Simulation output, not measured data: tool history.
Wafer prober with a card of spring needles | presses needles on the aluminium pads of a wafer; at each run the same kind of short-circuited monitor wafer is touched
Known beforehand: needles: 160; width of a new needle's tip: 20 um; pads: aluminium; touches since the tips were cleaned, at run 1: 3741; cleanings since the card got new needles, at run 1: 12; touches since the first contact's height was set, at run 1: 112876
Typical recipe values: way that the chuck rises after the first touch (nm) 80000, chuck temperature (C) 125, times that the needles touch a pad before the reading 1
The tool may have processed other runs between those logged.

run,day,way that the chuck rises after the first touch (nm),chuck temperature (C),times that the needles touch a pad before the reading,touches since the tips were cleaned,cleanings since the card got new needles,touches since the first contact's height was set,resistance of one needle with its contact and lead (mohm),way that a needle slides on the pad (nm)
1,0,80000,125,1,3741,12,112876,285,18790
2,0.275,80000,125,1,5143,12,114278,290,18810
3,0.633,80000,125,1,6990,12,116125,302,18810
# day 0.825: tips cleaned on abrasive film
4,1.004,80000,125,1,918,13,117995,263,18780
5,1.542,80000,125,1,3670,13,120747,290,18780
6,1.996,80000,125,1,5979,13,123056,307,18820
# day 2.392: tips cleaned on abrasive film
7,2.5,72000,125,1,563,14,125628,256,16880
8,3.004,72000,125,1,3129,14,128194,297,16860
9,3.417,80000,125,1,5250,14,130315,300,18790
# day 3.467: height of the first contact set anew
10,3.758,80000,125,1,6938,14,1512,308,18720
# day 3.983: tips cleaned on abrasive film
11,4.25,80000,125,1,1379,15,4003,264,18730
12,4.829,80000,125,1,4326,15,6950,291,18720
13,5.338,80000,125,2,6924,15,9548,281,18710
# day 5.475: height of the first contact set anew, once more
# day 5.571: tips cleaned on abrasive film
14,5.846,80000,125,1,1398,16,1880,265,18900
15,6.429,80000,125,1,4383,16,4865,290,18900
16,6.717,86000,80,1,5859,16,6341,283,20340
17,7.058,80000,47,3,7595,16,8077,249,18910
# day 7.138: tips cleaned on abrasive film
18,7.392,80000,29,1,1301,17,9754,244,18890
19,8.012,71000,82,1,4477,17,12930,297,16770
20,8.471,92000,125,2,6838,17,15291,266,21740
# day 8.688: tips cleaned on abrasive film
21,8.812,80000,125,2,632,18,17000,248,18900
22,9.388,80000,125,2,3577,18,19945,264,18890
23,9.954,80000,125,2,6475,18,22843,272,18880
# day 10.246: tips cleaned on abrasive film
24,10.458,80000,30,1,1076,19,25396,239,18860
25,11.021,61000,37,1,3957,19,28277,309,14380
26,11.362,99000,125,2,5701,19,30021,260,23350
27,11.688,99000,125,2,7381,19,31701,265,23360
# day 11.842: tips cleaned on abrasive film
28,12.338,71000,116,3,2538,20,34995,257,16720
29,12.854,71000,116,3,5192,20,37649,267,16740

5 options for the next run, each taken on its own from the tool as it stands now. Forecast them:
# day 13.4: tips cleaned on abrasive film
A,13.517,80000,69,1,615,21,41015,?,?
# day 13.4: tips cleaned on abrasive film
B,13.517,80000,69,1,615,21,41015,?,?
# day 13.4: tips cleaned on abrasive film
C,13.517,74000,31,1,615,21,41015,?,?
# day 13.4: tips cleaned on abrasive film
D,13.517,78000,40,1,615,21,41015,?,?
# day 13.4: tips cleaned on abrasive film
E,13.517,91000,59,2,615,21,41015,?,?

run,resistance of one needle with its contact and lead (mohm),way that a needle slides on the pad (nm)
A,237,18840
B,243,18850
C,237,17450
D,234,18380
E,224,21440
Without the tool's hidden state the same runs would have given:
run,resistance of one needle with its contact and lead (mohm),way that a needle slides on the pad (nm)
A,221,18900
B,226,18910
C,217,17510
D,217,18440
E,217,21500

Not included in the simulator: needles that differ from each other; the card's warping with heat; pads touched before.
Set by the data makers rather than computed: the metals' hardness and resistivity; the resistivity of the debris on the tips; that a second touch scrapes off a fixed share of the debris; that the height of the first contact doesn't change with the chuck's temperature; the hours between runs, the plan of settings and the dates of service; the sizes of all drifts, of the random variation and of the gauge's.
